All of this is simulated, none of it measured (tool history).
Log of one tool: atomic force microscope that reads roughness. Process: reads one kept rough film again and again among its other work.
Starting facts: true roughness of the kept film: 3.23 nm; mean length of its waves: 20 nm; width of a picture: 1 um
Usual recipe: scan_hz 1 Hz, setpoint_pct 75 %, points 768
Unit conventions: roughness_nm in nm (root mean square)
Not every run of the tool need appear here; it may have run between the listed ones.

run    day  scan_hz  setpoint_pct  points  roughness_nm
  1      0        1            75     768         2.689
  2  0.512      3.5            75     768         2.423
  3  0.838        1            75     768         2.696
  4  1.262        1            75     768         2.678
  5  1.883        1            75     768         2.669
  6  2.192        1            55     768         2.741
  7  2.483     1.26            65    1010         2.713
  8  2.996     1.26            65    1010         2.712
     3.275  -- new tip fitted
  9  3.333     1.26            65     766         2.716
 10  3.942     1.26            65     766         2.717
 11  4.471     2.22            65     766         2.652

Below are 3 alternative next runs, each starting from the tool's condition after run 11. Predict each:
  A  5.075     3.34            86     445             ?
  B  5.075      0.8            68     766             ?
  C  5.075     2.22            84     766             ?

run  roughness_nm
  A         2.251
  B         2.714
  C          2.45
Stripped of hidden state, with their random variation kept, the same runs would have yielded:
run  roughness_nm
  A         2.252
  B         2.715
  C         2.451

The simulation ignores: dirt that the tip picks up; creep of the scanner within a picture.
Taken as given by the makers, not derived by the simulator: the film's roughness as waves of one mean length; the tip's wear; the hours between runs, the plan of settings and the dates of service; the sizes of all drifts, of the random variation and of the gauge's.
